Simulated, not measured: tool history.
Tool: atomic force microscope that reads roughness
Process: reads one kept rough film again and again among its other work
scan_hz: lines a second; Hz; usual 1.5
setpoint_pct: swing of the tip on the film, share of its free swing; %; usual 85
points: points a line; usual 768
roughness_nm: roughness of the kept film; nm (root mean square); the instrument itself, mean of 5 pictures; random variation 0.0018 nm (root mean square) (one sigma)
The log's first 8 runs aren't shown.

run   hour  scan_hz  setpoint_pct  points  roughness_nm
  9  180.1      1.5            85     768         0.649
 10  204.3      1.5            85     768         0.647
 11  220.6      1.5            85     266         0.628
 12  246.8      1.5            85     266         0.626
 13  262.9     1.22            85     768         0.659
 14  283.3      1.5            85     768         0.645
 15  305.7      1.5            85     768         0.648
 16  334.6      1.5            85     768         0.646
 17    364      1.5            85     768         0.647
 18  379.9      1.5            85     768         0.647
 19  397.6      1.5            85     768         0.647
 20  426.6     1.63            84     286         0.623
 21  444.2     1.63            84     286         0.627
     468.4  -- new tip fitted
 22  474.1     0.75            89     768         0.671
 23  488.6     0.74            85     998         0.683
 24  518.9     1.55            85     768         0.646
 25  544.9     1.77            85     768         0.637
 26  562.9     1.77            85     768         0.637
 27  580.4     1.77            85     768         0.635
 28  607.9     1.34            62     943         0.697
 29  629.9     1.34            62     943         0.695
 30  657.3     3.22            63     593         0.667
 31  676.7     3.22            63     593         0.666
 32  696.6     0.67            55     593         0.705
 33    714     1.95            55     309          0.68

4 ways to go on from here, each from the tool as it stands after run 33. What would each give?
  A  734.2     3.01            78     465             ?
  B  734.2     1.45            57     647             ?
  C  734.2     1.28            62     599             ?
  D  734.2     3.41            55     309             ?

run  roughness_nm
  A         0.619
  B         0.699
  C         0.689
  D          0.67
Without the tool's hidden state the same runs would have given:
run  roughness_nm
  A          0.62
  B           0.7
  C          0.69
  D         0.671
